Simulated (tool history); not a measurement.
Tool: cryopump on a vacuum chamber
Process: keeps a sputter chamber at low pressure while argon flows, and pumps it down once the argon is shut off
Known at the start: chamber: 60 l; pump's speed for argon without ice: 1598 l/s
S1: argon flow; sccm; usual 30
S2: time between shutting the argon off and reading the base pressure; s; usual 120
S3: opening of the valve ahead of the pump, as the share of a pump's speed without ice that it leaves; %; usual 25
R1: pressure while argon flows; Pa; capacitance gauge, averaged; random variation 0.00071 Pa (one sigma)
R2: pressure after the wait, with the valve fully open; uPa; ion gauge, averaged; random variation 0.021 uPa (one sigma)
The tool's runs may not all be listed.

run	hour	S1	S2	S3	R1	R2
1	0.0	30	120	25	0.1294	2.24
2	26.6	30	120	25	0.1291	2.35
3	46.5	30	120	25	0.1285	2.31
4	67.8	30	120	25	0.1305	2.33
5	88.1	30	120	25	0.1291	2.37
6	108.4	23	120	25	0.1003	2.41
7	137.3	23	120	25	0.1012	2.42
8	170.2	30	120	25	0.1313	2.49
9	206.0	30	120	25	0.1314	2.49
10	248.4	30	120	55	0.0630	2.46
11	268.4	30	120	25	0.1323	2.54
12	302.8	30	120	25	0.1321	2.58
13	328.9	30	120	25	0.1324	2.68
14	360.7	30	120	25	0.1342	2.59
15	405.9	30	120	25	0.1340	2.75
16	452.1	30	120	25	0.1347	2.73
17	479.0	30	120	25	0.1359	2.80
18	523.0	30	107	19	0.1760	2.90
19	547.8	30	107	19	0.1749	2.83
20	587.1	16	153	25	0.0738	2.89
21	607.8	47	33	51	0.1133	3.47
22	644.0	17	107	40	0.0511	3.07
23	690.2	51	89	22	0.2626	3.17
24	714.8	51	89	22	0.2654	3.29
25	758.6	55	183	25	0.2538	3.15
26	792.5	40	183	25	0.1865	3.18
27	834.9	46	229	54	0.1095	3.25
28	855.4	46	229	28	0.1953	3.34
29	887.9	30	111	25	0.1428	3.55
30	915.6	30	111	25	0.1434	3.56
# hour 942.8: pump warmed up, emptied and cooled again
31	968.5	30	111	25	0.1278	2.53
32	988.6	30	111	25	0.1272	2.60
33	1035.6	57	34	60	0.1017	3.12

Forecast each of these 3 alternatives for the next run:
A	1056.5	21	34	50	?	?
B	1056.5	57	90	16	?	?
C	1056.5	20	120	25	?	?

run	R1	R2
A	0.0464	3.11
B	0.3772	2.69
C	0.0848	2.58
Without the tool's hidden state the same runs would have given:
run	R1	R2
A	0.0455	0.89
B	0.3747	0.47
C	0.0839	0.36
